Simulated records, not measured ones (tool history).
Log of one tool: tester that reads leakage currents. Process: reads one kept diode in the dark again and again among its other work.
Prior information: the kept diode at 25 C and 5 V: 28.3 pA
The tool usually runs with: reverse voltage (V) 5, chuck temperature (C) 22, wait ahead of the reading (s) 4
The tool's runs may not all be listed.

run    hour  reverse voltage (V)  chuck temperature (C)  wait ahead of the reading (s)  current that the tester gives (pA)
  1       0                    5                     22                              4                               20.06
  2   122.6                    5                     22                              4                               20.03
  3   215.7                    5                     22                              4                               19.97
      282.4  -- probe card cleaned and baked
  4   286.2                    5                     22                              4                               18.02
      295.8  -- chuck's temperature calibrated
  5   388.1                    5                     29                              4                               41.55
  6   498.4                    5                     29                              4                               40.72
  7   622.4                    5                     29                              4                               40.39
  8   719.3                    5                     29                              4                               40.07
  9   859.4                    5                     29                              4                               39.61
 10   931.6                    5                     29                              4                               39.52
 11  1007.5                    5                     29                              4                               39.32
 12  1143.1                    5                     22                              6                               20.86
 13  1228.4                 3.55                     26                              4                               24.12
 14  1290.8                 3.55                     26                              4                               23.93
 15  1401.7                 1.82                     26                           4.75                               16.05
 16  1539.2                 4.16                     40                           0.76                               86.16
 17  1669.3                 3.64                     20                              4                               13.71
 18  1788.2                 1.52                     25                           0.37                               13.12
 19  1933.5                    5                     27                           1.33                                30.8
 20  2057.7                    5                     27                           1.33                               30.35
     2105.7  -- chuck's temperature calibrated
 21  2132.2                 3.11                     25                           2.95                               22.53

Predict each of these 5 candidate next runs independently; none follows another, all start after run 21:
  A  2229.3                 1.32                     22                           3.95                                   ?
  B  2229.3                    5                     38                           0.73                                   ?
  C  2229.3                 4.43                     21                           3.08                                   ?
  D  2229.3                16.25                     58                           0.62                                   ?
  E  2229.3                    5                     22                            6.5                                   ?

run  current that the tester gives (pA)
  A                               10.25
  B                               90.55
  C                               19.47
  D                              855.43
  E                               22.74
Had the tool no hidden state, the same runs would have come out as:
run  current that the tester gives (pA)
  A                                9.92
  B                               88.78
  C                               18.47
  D                              843.31
  E                               21.61

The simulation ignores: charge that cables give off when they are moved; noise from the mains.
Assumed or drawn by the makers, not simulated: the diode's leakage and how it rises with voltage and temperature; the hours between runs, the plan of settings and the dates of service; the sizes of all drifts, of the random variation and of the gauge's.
